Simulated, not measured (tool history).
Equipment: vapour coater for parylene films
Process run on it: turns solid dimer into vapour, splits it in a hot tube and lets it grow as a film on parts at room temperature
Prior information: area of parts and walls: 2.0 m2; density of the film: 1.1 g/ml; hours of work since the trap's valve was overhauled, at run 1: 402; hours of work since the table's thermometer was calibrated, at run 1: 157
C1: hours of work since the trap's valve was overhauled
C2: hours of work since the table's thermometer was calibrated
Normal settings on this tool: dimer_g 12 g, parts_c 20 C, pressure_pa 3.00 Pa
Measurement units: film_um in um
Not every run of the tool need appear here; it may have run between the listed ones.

Run 1, hour 0.0: usual settings; C1 402; C2 157. Result: film_um 3.99 um.
Run 2, hour 7.4: usual settings; C1 408; C2 163. Result: film_um 4.02 um.
Run 3, hour 19.3: usual settings; C1 417; C2 172. Result: film_um 4.02 um.
Run 4, hour 32.7: usual settings but parts_c 25 C; C1 427; C2 182. Result: film_um 3.61 um.
Run 5, hour 43.3: usual settings but parts_c 27 C; C1 436; C2 190. Result: film_um 3.55 um.
Run 6, hour 61.5: usual settings but pressure_pa 4.84 Pa; C1 450; C2 205. Result: film_um 3.56 um.
Run 7, hour 69.8: usual settings but dimer_g 15 g, pressure_pa 4.84 Pa; C1 456; C2 211. Result: film_um 4.42 um.
Run 8, hour 84.0: usual settings but dimer_g 15 g, pressure_pa 4.84 Pa; C1 467; C2 222. Result: film_um 4.42 um.
Run 9, hour 99.6: usual settings; C1 479; C2 234. Result: film_um 3.98 um.
Run 10, hour 113.0: usual settings; C1 490; C2 245. Result: film_um 4.00 um.
Run 11, hour 124.3: usual settings but dimer_g 7 g, parts_c 24 C, pressure_pa 5.68 Pa; C1 499; C2 253. Result: film_um 1.82 um.
Run 12, hour 133.6: usual settings but dimer_g 7 g, parts_c 24 C, pressure_pa 5.68 Pa; C1 506; C2 261. Result: film_um 1.85 um.
Run 13, hour 146.5: usual settings but parts_c 29 C, pressure_pa 5.38 Pa; C1 516; C2 271. Result: film_um 2.90 um.
Run 14, hour 163.4: usual settings but parts_c 29 C, pressure_pa 5.38 Pa; C1 529; C2 284. Result: film_um 2.86 um.
At hour 174.8: trap's valve overhauled.
Run 15, hour 181.2: usual settings but parts_c 29 C, pressure_pa 5.38 Pa; C1 5; C2 294. Result: film_um 2.94 um.
Run 16, hour 196.9: usual settings but dimer_g 5 g, parts_c 14 C, pressure_pa 3.10 Pa; C1 17; C2 307. Result: film_um 1.88 um.
Run 17, hour 204.5: usual settings but dimer_g 16 g, pressure_pa 7.23 Pa; C1 23; C2 312. Result: film_um 4.40 um.
Run 18, hour 217.8: usual settings but dimer_g 16 g, pressure_pa 7.23 Pa; C1 33; C2 323. Result: film_um 4.49 um.

Consider 4 possible next runs. They are alternatives, not a sequence: every one starts from the tool as it was left by run 18. What does each give?
Run A, hour 232.6: usual settings but pressure_pa 11.01 Pa; C1 45; C2 334. Result: film_um ?.
Run B, hour 232.6: usual settings but dimer_g 16 g, parts_c 29 C; C1 45; C2 334. Result: film_um ?.
Run C, hour 232.6: usual settings but dimer_g 7 g, pressure_pa 2.00 Pa; C1 45; C2 334. Result: film_um ?.
Run D, hour 232.6: usual settings but dimer_g 16 g, pressure_pa 2.99 Pa; C1 45; C2 334. Result: film_um ?.

run  film_um
  A     3.00
  B     4.60
  C     2.63
  D     5.47
Without the tool's unlogged condition, the same runs would have read:
run  film_um
  A     3.03
  B     4.64
  C     2.65
  D     5.51
